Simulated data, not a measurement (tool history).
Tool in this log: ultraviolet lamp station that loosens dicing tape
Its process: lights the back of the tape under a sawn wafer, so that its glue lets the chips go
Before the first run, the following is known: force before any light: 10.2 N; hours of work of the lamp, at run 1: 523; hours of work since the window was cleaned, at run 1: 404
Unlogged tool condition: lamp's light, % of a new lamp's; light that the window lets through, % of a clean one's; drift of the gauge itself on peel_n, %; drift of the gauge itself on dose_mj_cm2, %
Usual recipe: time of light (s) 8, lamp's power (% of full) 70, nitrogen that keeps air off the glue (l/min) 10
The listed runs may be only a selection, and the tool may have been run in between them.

run   hour  time of light (s)  lamp's power (% of full)  nitrogen that keeps air off the glue (l/min)  hours of work of the lamp  hours of work since the window was cleaned  force that peels the tape off (N)  light that reached the tape (mJ/cm2)
  1      0                  8                        70                                            10                        523                                         404                               2.14                                   159
  2   14.8                  8                        70                                            10                        529                                         410                              2.262                                   156
  3   40.2                  8                        70                                            10                        540                                         421                              2.294                                   157
  4     64                  8                        70                                            11                        550                                         431                              2.254                                   158
      66.5  -- window cleaned of glue's vapour
  5   81.8                  8                        70                                            11                        557                                           6                              2.394                                   149
  6  104.2                  8                        70                                            11                        567                                          16                              2.413                                   146
  7  135.8                  8                        70                                             3                        580                                          29                              3.817                                   147
  8  163.7                  4                        79                                             9                        592                                          41                              4.794                                    80
  9  197.2                  4                        91                                             5                        606                                          55                              4.748                                    91
 10  218.6                  4                        91                                             6                        615                                          65                              4.583                                    92
     247.7  -- window cleaned of glue's vapour, once more
 11  250.8                 13                        68                                             5                        629                                           1                              1.462                                   259
 12  268.2                  8                        64                                             3                        636                                           9                              4.054                                   152
 13  296.8                  8                        64                                             8                        648                                          21                              2.699                                   150
 14  316.5                  8                        64                                             8                        657                                          29                              2.678                                   148

4 options for the next run, each taken on its own from the tool as it stands now. Forecast them:
  A  334.7                 10                        68                                            16                        664                                          37                                  ?                                     ?
  B  334.7                  8                        64                                             4                        664                                          37                                  ?                                     ?
  C  334.7                  8                        70                                             4                        664                                          37                                  ?                                     ?
  D  334.7                  8                        86                                             6                        664                                          37                                  ?                                     ?

run  force that peels the tape off (N)  light that reached the tape (mJ/cm2)
  A                               1.31                                   197
  B                               3.59                                   145
  C                              3.219                                   165
  D                               2.09                                   197
Without the tool's hidden state the same runs would have given:
run  force that peels the tape off (N)  light that reached the tape (mJ/cm2)
  A                              0.804                                   253
  B                              2.691                                   186
  C                              2.356                                   210
  D                              1.383                                   252
